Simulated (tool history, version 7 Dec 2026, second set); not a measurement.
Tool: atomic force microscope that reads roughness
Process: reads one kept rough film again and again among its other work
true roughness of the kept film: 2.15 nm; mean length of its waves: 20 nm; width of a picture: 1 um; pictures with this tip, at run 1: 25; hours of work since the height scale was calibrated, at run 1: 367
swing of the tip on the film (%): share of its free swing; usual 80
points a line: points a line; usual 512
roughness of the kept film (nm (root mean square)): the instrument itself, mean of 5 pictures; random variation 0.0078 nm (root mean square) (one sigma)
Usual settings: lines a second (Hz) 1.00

| run | hour | lines a second (Hz) | swing of the tip on the film (%) | points a line | pictures with this tip | hours of work since the height scale was calibrated | roughness of the kept film (nm (root mean square)) |
|---|---|---|---|---|---|---|---|
| 1 | 0.0 | 1.00 | 80 | 512 | 25 | 367 | 1.681 |
| 2 | 35.8 | 1.00 | 80 | 512 | 50 | 382 | 1.665 |
|  | 54.7 | new tip fitted |
| 3 | 61.0 | 1.00 | 63 | 512 | 4 | 392 | 1.729 |
| 4 | 97.8 | 1.00 | 63 | 1003 | 29 | 407 | 1.735 |
| 5 | 125.9 | 1.00 | 63 | 1003 | 49 | 418 | 1.738 |
|  | 148.4 | new tip fitted |
| 6 | 148.4 | 1.00 | 63 | 1003 | 0 | 427 | 1.742 |
| 7 | 189.0 | 1.00 | 80 | 512 | 29 | 443 | 1.663 |
| 8 | 215.8 | 1.00 | 80 | 512 | 47 | 454 | 1.676 |
|  | 241.6 | new tip fitted |
| 9 | 262.0 | 1.00 | 80 | 512 | 14 | 473 | 1.680 |
| 10 | 294.2 | 1.00 | 80 | 512 | 37 | 486 | 1.657 |
| 11 | 316.6 | 1.00 | 80 | 512 | 52 | 495 | 1.674 |
|  | 332.4 | new tip fitted |
| 12 | 344.6 | 1.00 | 80 | 512 | 8 | 506 | 1.695 |
| 13 | 381.4 | 1.00 | 80 | 512 | 34 | 521 | 1.675 |
| 14 | 404.7 | 1.00 | 80 | 512 | 50 | 530 | 1.671 |
|  | 423.3 | new tip fitted |
| 15 | 428.7 | 1.00 | 80 | 645 | 3 | 540 | 1.683 |
| 16 | 476.0 | 1.00 | 80 | 623 | 36 | 559 | 1.682 |
| 17 | 512.9 | 1.00 | 80 | 623 | 62 | 574 | 1.664 |
|  | 516.9 | new tip fitted |
| 18 | 544.9 | 1.00 | 80 | 623 | 20 | 587 | 1.697 |
| 19 | 576.4 | 1.00 | 70 | 623 | 42 | 600 | 1.715 |
|  | 608.5 | new tip fitted |
| 20 | 616.7 | 1.00 | 70 | 623 | 6 | 616 | 1.722 |
| 21 | 660.9 | 2.62 | 81 | 661 | 36 | 634 | 1.559 |
| 22 | 681.5 | 2.62 | 81 | 661 | 51 | 642 | 1.548 |
|  | 701.6 | new tip fitted |
| 23 | 707.1 | 2.62 | 81 | 856 | 4 | 652 | 1.571 |
| 24 | 747.7 | 0.95 | 82 | 856 | 32 | 669 | 1.696 |
| 25 | 779.9 | 0.95 | 82 | 856 | 55 | 682 | 1.671 |
|  | 794.0 | new tip fitted |
| 26 | 824.8 | 0.53 | 83 | 378 | 22 | 700 | 1.698 |
| 27 | 855.6 | 0.53 | 78 | 378 | 43 | 712 | 1.693 |
|  | 884.0 | new tip fitted |
| 28 | 891.9 | 0.53 | 78 | 378 | 5 | 727 | 1.704 |
| 29 | 934.0 | 0.53 | 78 | 378 | 34 | 744 | 1.709 |
| 30 | 963.7 | 0.53 | 78 | 378 | 55 | 756 | 1.707 |
|  | 975.7 | new tip fitted |
| 31 | 1009.2 | 0.53 | 78 | 378 | 23 | 774 | 1.694 |
| 32 | 1052.4 | 1.56 | 58 | 799 | 53 | 792 | 1.732 |
|  | 1066.0 | new tip fitted |
| 33 | 1095.2 | 1.33 | 60 | 280 | 20 | 809 | 1.680 |
| 34 | 1135.4 | 1.33 | 72 | 280 | 48 | 825 | 1.653 |

How the hidden state differs across the entries between the runs, from the last listed run before each to the first after it:
Between runs 2 and 3: new tip fitted (hour 54.7)
  radius of the tip, nm: 10.1 -> 10
Between runs 5 and 6: new tip fitted (hour 148.4)
  radius of the tip, nm: 10.1 -> 10
Between runs 8 and 9: new tip fitted (hour 241.6)
  radius of the tip, nm: 10.1 -> 10
Between runs 11 and 12: new tip fitted (hour 332.4)
  radius of the tip, nm: 10.1 -> 10
Between runs 14 and 15: new tip fitted (hour 423.3)
  radius of the tip, nm: 10.2 -> 10
Between runs 17 and 18: new tip fitted (hour 516.9)
  radius of the tip, nm: 10.2 -> 10.1
Between runs 19 and 20: new tip fitted (hour 608.5)
  radius of the tip, nm: 10.1 -> 10
Between runs 22 and 23: new tip fitted (hour 701.6)
  radius of the tip, nm: 10.1 -> 10
Between runs 25 and 26: new tip fitted (hour 794.0)
  radius of the tip, nm: 10.2 -> 10.1
Between runs 27 and 28: new tip fitted (hour 884.0)
  radius of the tip, nm: 10.1 -> 10
Between runs 30 and 31: new tip fitted (hour 975.7)
  radius of the tip, nm: 10.2 -> 10.1
Between runs 32 and 33: new tip fitted (hour 1066.0)
  radius of the tip, nm: 10.2 -> 10.1

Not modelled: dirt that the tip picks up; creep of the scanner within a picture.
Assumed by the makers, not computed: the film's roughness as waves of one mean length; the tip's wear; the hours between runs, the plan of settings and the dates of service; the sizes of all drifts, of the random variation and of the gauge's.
